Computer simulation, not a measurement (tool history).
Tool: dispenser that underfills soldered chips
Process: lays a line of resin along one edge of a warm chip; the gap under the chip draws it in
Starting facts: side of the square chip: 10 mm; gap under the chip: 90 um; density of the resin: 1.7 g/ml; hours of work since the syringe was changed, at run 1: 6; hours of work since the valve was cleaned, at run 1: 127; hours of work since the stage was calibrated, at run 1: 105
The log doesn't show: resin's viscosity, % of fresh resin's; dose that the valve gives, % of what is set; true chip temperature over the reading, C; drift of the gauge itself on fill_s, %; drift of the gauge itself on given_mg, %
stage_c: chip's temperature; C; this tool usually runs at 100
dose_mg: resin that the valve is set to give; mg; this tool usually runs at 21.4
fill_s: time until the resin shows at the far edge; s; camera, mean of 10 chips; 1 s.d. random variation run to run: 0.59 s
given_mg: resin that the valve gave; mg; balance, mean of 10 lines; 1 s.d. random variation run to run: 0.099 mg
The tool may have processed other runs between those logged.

run   hour  stage_c  dose_mg  hours of work since the syringe was changed  hours of work since the valve was cleaned  hours of work since the stage was calibrated  fill_s  given_mg
  1      0      100     21.4                                            6                                        127                                           105    84.3     20.28
       7.2  -- new syringe of resin
  2   12.6      100     21.4                                            4                                        136                                           114    72.1     20.27
  3   18.3      100     21.4                                            8                                        140                                           119   103.8     20.15
      21.9  -- new syringe of resin
  4   27.2      100     21.4                                            4                                        147                                           125      74     19.92
      32.3  -- dispensing valve cleaned and set on the balance
  5   34.2      100     21.4                                            9                                          1                                           130   104.4     21.49
      37.9  -- new syringe of resin
  6   44.8      100     21.4                                            5                                          9                                           137    79.4     21.18
        53  -- new syringe of resin
  7   57.1      100     21.4                                            3                                         18                                           146    67.3     21.47
  8   65.8      100     21.4                                           10                                         25                                           153   117.3     21.28
      68.5  -- new syringe of resin
  9   74.5      100     21.4                                            5                                         31                                           159    73.8      21.2
 10   80.9      100     21.4                                            9                                         36                                           164   113.3     21.19
      83.3  -- new syringe of resin
 11   93.1      100       21                                            7                                         45                                           173    97.4      20.7
      98.6  -- new syringe of resin
 12   99.6      100       21                                            1                                         50                                           178    54.8     20.49
 13  112.7      100     24.4                                           11                                         60                                           188   122.7     23.83
       114  -- new syringe of resin
 14  122.1      100     21.6                                            6                                         66                                           195      84     21.28
     128.6  -- new syringe of resin
 15  135.4       98     27.2                                            5                                         76                                           204    81.2     26.41
     143.3  -- new syringe of resin
 16  146.2       98       27                                            2                                         84                                           212    66.3     26.03
 17  153.6       98       27                                            8                                         90                                           218   105.1     26.01
     158.1  -- new syringe of resin
 18  166.2       98       27                                            6                                         99                                           227    91.9     25.84
     172.8  -- new syringe of resin
 19  178.4       98       27                                            4                                        108                                           236    76.7     25.63
 20  184.4      100     25.9                                            9                                        113                                           241   104.8     24.78
     187.5  -- new syringe of resin
 21  195.6      100     22.7                                            6                                        121                                           249    86.4     21.68
     202.3  -- new syringe of resin
 22  209.2      100     22.7                                            5                                        131                                           259      80     21.49
     216.9  -- new syringe of resin
 23  222.2       86     21.2                                            4                                        141                                           269   126.7     19.81
     231.6  -- new syringe of resin
 24  231.9      100     25.1                                            0                                        148                                           276    52.7     23.49
     236.3  -- dispensing valve cleaned and set on the balance
 25    240      100     25.1                                            6                                          3                                           281    80.7     25.19

Alternative continuations, all from the tool just after run 25; predict every row:
     247.8  -- new syringe of resin
  A  249.8      100     22.8                                            2                                         10                                           288       ?         ?
     247.8  -- new syringe of resin
  B  249.8       88     24.3                                            2                                         10                                           288       ?         ?
     247.8  -- new syringe of resin
  C  249.8      115     21.4                                            2                                         10                                           288       ?         ?
     247.8  -- new syringe of resin
  D  249.8       91     20.9                                            2                                         10                                           288       ?         ?

run  fill_s  given_mg
  A    59.4     22.73
  B      92     24.19
  C    35.3     21.24
  D    85.4      20.7
The same runs, with their run-to-run variation unchanged, on a tool lacking any hidden condition would have given:
run  fill_s  given_mg
  A    49.7     22.94
  B    76.9     24.42
  C    29.7     21.44
  D    71.3     20.89

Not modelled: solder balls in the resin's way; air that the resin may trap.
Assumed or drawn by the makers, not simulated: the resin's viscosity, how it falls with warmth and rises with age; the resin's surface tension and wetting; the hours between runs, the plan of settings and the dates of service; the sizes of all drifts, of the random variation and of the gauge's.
